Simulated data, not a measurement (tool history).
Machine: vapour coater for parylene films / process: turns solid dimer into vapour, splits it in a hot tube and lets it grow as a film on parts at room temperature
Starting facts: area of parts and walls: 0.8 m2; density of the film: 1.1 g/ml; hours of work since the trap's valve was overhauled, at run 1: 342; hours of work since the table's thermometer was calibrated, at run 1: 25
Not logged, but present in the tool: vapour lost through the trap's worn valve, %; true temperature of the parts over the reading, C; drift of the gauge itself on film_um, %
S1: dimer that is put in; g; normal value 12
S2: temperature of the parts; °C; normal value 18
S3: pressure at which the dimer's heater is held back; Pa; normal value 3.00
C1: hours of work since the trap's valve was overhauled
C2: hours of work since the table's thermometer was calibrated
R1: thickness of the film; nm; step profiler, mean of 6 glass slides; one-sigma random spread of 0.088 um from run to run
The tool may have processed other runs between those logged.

Run 1, hour 0.0: usual settings; C1 342; C2 25. Result: R1 10560 nm.
Run 2, hour 20.4: usual settings but S2 15 °C; C1 357; C2 39. Result: R1 11450 nm.
Run 3, hour 32.1: usual settings but S2 15 °C; C1 365; C2 47. Result: R1 11300 nm.
Run 4, hour 48.2: usual settings but S2 15 °C; C1 377; C2 59. Result: R1 11420 nm.
Run 5, hour 62.6: usual settings but S2 15 °C; C1 387; C2 69. Result: R1 11310 nm.
Run 6, hour 83.5: usual settings but S2 15 °C; C1 402; C2 84. Result: R1 11400 nm.
Run 7, hour 97.8: usual settings but S1 6 g, S3 6.08 Pa; C1 412; C2 94. Result: R1 4800 nm.
Run 8, hour 120.5: usual settings but S1 6 g, S3 6.08 Pa; C1 428; C2 110. Result: R1 4830 nm.
Run 9, hour 139.1: usual settings but S1 18 g, S2 28 °C, S3 6.59 Pa; C1 442; C2 124. Result: R1 11890 nm.
Run 10, hour 156.4: usual settings but S1 18 g, S2 28 °C, S3 6.59 Pa; C1 454; C2 136. Result: R1 11970 nm.
Run 11, hour 177.6: usual settings but S1 18 g, S2 28 °C, S3 6.59 Pa; C1 469; C2 151. Result: R1 11710 nm.
Run 12, hour 192.2: usual settings but S1 8 g, S2 13 °C, S3 6.59 Pa; C1 479; C2 162. Result: R1 6980 nm.

Here are 3 independent what-if runs from the current tool condition. What would each one return?
At hour 219.0: trap's valve overhauled.
Run A, hour 219.0: usual settings but S1 6 g, S2 20 °C, S3 8.62 Pa; C1 0; C2 178. Result: R1 ?.
At hour 219.0: trap's valve overhauled.
Run B, hour 219.0: usual settings but S1 20 g, S2 14 °C, S3 2.06 Pa; C1 0; C2 178. Result: R1 ?.
At hour 219.0: trap's valve overhauled.
Run C, hour 219.0: usual settings but S1 8 g, S2 12 °C, S3 2.11 Pa; C1 0; C2 178. Result: R1 ?.

run     R1
  A   4420
  B  20310
  C   8380
Take away the tool's hidden state, keep each run's random variation, and the runs would have read:
run     R1
  A   4420
  B  20310
  C   8380
